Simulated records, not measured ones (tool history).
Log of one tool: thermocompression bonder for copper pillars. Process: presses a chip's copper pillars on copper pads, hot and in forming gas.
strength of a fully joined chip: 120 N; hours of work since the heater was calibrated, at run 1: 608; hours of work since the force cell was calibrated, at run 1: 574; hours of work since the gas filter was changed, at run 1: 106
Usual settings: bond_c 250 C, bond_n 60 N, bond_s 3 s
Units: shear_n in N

run,hour,bond_c,bond_n,bond_s,hours of work since the heater was calibrated,hours of work since the force cell was calibrated,hours of work since the gas filter was changed,shear_n
1,0,250,60,3,608,574,106,83.2
2,21.1,251,60,3,624,590,122,86.2
3,50.5,250,60,2,647,612,144,76.8
4,69.3,250,60,2,661,627,159,75.8
# hour 73: force cell calibrated
5,100.3,250,60,3,684,21,181,85.5
6,117.7,250,60,3,697,34,195,87.2
7,132.7,228,60,3,709,46,206,66.6
8,160.9,238,51,3,730,67,228,69.7
9,188.3,272,51,3,751,88,249,97.4
10,216.2,234,37,3,773,110,270,50.1

5 ways to go on from here, each from the tool as it stands after run 10. What would each give?
# hour 225.7: force cell calibrated, once more
A,246.7,279,77,3,795,16,292,?
# hour 225.7: force cell calibrated, once more
B,246.7,236,40,2,795,16,292,?
# hour 225.7: force cell calibrated, once more
C,246.7,267,73,8,795,16,292,?
# hour 225.7: force cell calibrated, once more
D,246.7,230,37,2,795,16,292,?
# hour 225.7: force cell calibrated, once more
E,246.7,262,37,3,795,16,292,?

run,shear_n
A,110
B,45.2
C,114.6
D,37.2
E,69.2
Without the tool's hidden state the same runs would have given:
run,shear_n
A,108.3
B,38.3
C,114.4
D,30.9
E,61.5
